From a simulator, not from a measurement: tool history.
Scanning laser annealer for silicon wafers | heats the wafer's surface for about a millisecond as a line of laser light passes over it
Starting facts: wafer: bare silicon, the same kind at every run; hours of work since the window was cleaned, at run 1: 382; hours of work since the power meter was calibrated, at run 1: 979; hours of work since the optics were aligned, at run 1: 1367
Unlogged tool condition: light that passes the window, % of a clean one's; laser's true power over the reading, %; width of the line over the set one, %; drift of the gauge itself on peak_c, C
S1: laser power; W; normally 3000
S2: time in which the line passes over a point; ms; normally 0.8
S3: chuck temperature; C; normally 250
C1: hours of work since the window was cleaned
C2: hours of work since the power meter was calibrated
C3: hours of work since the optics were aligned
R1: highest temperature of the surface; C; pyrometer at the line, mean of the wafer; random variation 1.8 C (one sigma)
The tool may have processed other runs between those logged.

| run | hour | S1 | S2 | S3 | C1 | C2 | C3 | R1 |
|---|---|---|---|---|---|---|---|---|
| 1 | 0 | 3000 | 0.8 | 250 | 382 | 979 | 1367 | 933 |
| 2 | 52.1 | 3000 | 0.8 | 250 | 408 | 1005 | 1393 | 924 |
| 3 | 89 | 3000 | 0.8 | 263 | 426 | 1023 | 1411 | 937 |
| 4 | 162.6 | 3000 | 0.8 | 280 | 462 | 1059 | 1447 | 949 |
|  | 177 | window over the wafer cleaned |
|  | 186.9 | optics aligned, line set to its width |
| 5 | 210.4 | 3000 | 0.8 | 280 | 14 | 1079 | 12 | 1015 |
| 6 | 259.5 | 3000 | 0.8 | 250 | 38 | 1104 | 36 | 978 |
| 7 | 342.4 | 3000 | 0.8 | 250 | 79 | 1145 | 77 | 984 |
| 8 | 424.8 | 3000 | 0.8 | 267 | 120 | 1185 | 117 | 989 |
| 9 | 472.3 | 2876 | 0.8 | 250 | 143 | 1209 | 141 | 930 |
| 10 | 513.3 | 3000 | 0.867 | 250 | 164 | 1229 | 161 | 995 |
| 11 | 563.2 | 3000 | 0.8 | 250 | 188 | 1254 | 186 | 965 |
| 12 | 615.4 | 3000 | 0.8 | 250 | 214 | 1279 | 211 | 962 |
| 13 | 688 | 3000 | 0.8 | 250 | 250 | 1315 | 247 | 962 |
| 14 | 762.1 | 3000 | 0.8 | 250 | 286 | 1352 | 284 | 957 |
| 15 | 820.3 | 3000 | 0.619 | 250 | 315 | 1380 | 313 | 882 |
| 16 | 870.4 | 3000 | 0.619 | 250 | 340 | 1405 | 337 | 877 |
| 17 | 919.3 | 3000 | 0.8 | 236 | 364 | 1429 | 361 | 933 |
| 18 | 957.3 | 3000 | 0.8 | 250 | 383 | 1448 | 380 | 946 |
| 19 | 1010 | 3000 | 0.8 | 250 | 409 | 1474 | 406 | 945 |
| 20 | 1074.7 | 3000 | 0.8 | 250 | 441 | 1506 | 438 | 938 |
|  | 1133 | window over the wafer cleaned |
| 21 | 1137.9 | 3097 | 0.8 | 250 | 2 | 1536 | 468 | 1007 |
| 22 | 1203 | 2717 | 0.757 | 227 | 35 | 1568 | 500 | 848 |
| 23 | 1255.5 | 3000 | 0.8 | 250 | 60 | 1594 | 526 | 969 |
| 24 | 1300.6 | 2599 | 0.746 | 285 | 83 | 1617 | 549 | 863 |
| 25 | 1348.7 | 2830 | 0.86 | 213 | 106 | 1640 | 572 | 900 |
| 26 | 1425.5 | 2949 | 0.794 | 226 | 144 | 1678 | 610 | 919 |
| 27 | 1469.4 | 2771 | 0.8 | 263 | 166 | 1700 | 632 | 902 |
| 28 | 1539.1 | 2747 | 0.943 | 246 | 200 | 1734 | 666 | 924 |
| 29 | 1589.7 | 2754 | 0.888 | 256 | 225 | 1759 | 691 | 910 |
| 30 | 1671.6 | 3083 | 0.716 | 237 | 266 | 1800 | 732 | 924 |
| 31 | 1728.4 | 2574 | 0.82 | 213 | 294 | 1828 | 760 | 791 |

Estimate the outcome of run 32 from the log above:
| 32 | 1772.2 | 2729 | 0.629 | 254 | 315 | 1849 | 781 | ? |

Logged for run 32: R1 808 C.
Minus the tool's unlogged condition, the same run would have read R1 847 C.
